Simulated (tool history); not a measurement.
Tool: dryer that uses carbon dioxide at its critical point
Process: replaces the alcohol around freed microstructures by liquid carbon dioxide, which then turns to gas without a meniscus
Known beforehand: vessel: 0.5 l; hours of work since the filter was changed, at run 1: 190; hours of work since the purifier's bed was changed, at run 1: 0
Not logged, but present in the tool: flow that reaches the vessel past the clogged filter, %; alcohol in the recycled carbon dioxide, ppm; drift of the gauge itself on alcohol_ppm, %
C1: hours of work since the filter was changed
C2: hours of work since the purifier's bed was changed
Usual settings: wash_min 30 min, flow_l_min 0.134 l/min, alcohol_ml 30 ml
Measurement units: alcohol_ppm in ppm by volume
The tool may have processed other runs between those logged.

{"run": 1, "hour": 0.0, "wash_min": 30, "flow_l_min": 0.134, "alcohol_ml": 30, "C1": 190, "C2": 0, "alcohol_ppm": 89}
{"run": 2, "hour": 43.9, "wash_min": 30, "flow_l_min": 0.134, "alcohol_ml": 30, "C1": 205, "C2": 16, "alcohol_ppm": 77}
{"run": 3, "hour": 88.1, "wash_min": 30, "flow_l_min": 0.134, "alcohol_ml": 30, "C1": 221, "C2": 31, "alcohol_ppm": 91}
{"run": 4, "hour": 123.6, "wash_min": 30, "flow_l_min": 0.134, "alcohol_ml": 30, "C1": 234, "C2": 44, "alcohol_ppm": 83}
{"run": 5, "hour": 155.6, "wash_min": 30, "flow_l_min": 0.134, "alcohol_ml": 30, "C1": 245, "C2": 55, "alcohol_ppm": 90}
{"run": 6, "hour": 184.1, "wash_min": 30, "flow_l_min": 0.134, "alcohol_ml": 30, "C1": 255, "C2": 65, "alcohol_ppm": 83}
{"run": 7, "hour": 233.6, "wash_min": 30, "flow_l_min": 0.134, "alcohol_ml": 72, "C1": 273, "C2": 83, "alcohol_ppm": 202}
{"run": 8, "hour": 282.6, "wash_min": 24, "flow_l_min": 0.205, "alcohol_ml": 30, "C1": 290, "C2": 100, "alcohol_ppm": 35}
{"run": 9, "hour": 315.2, "wash_min": 24, "flow_l_min": 0.205, "alcohol_ml": 30, "C1": 302, "C2": 112, "alcohol_ppm": 31}
{"run": 10, "hour": 365.7, "wash_min": 34, "flow_l_min": 0.171, "alcohol_ml": 66, "C1": 320, "C2": 130, "alcohol_ppm": 16}
{"run": 11, "hour": 418.2, "wash_min": 34, "flow_l_min": 0.171, "alcohol_ml": 66, "C1": 338, "C2": 149, "alcohol_ppm": 26}

What would each run have given without the hidden state, its run-to-run variation left as it was?
run=1 alcohol_ppm=78
run=2 alcohol_ppm=64
run=3 alcohol_ppm=76
run=4 alcohol_ppm=66
run=5 alcohol_ppm=71
run=6 alcohol_ppm=63
run=7 alcohol_ppm=156
run=8 alcohol_ppm=23
run=9 alcohol_ppm=17
run=10 alcohol_ppm=2
run=11 alcohol_ppm=10

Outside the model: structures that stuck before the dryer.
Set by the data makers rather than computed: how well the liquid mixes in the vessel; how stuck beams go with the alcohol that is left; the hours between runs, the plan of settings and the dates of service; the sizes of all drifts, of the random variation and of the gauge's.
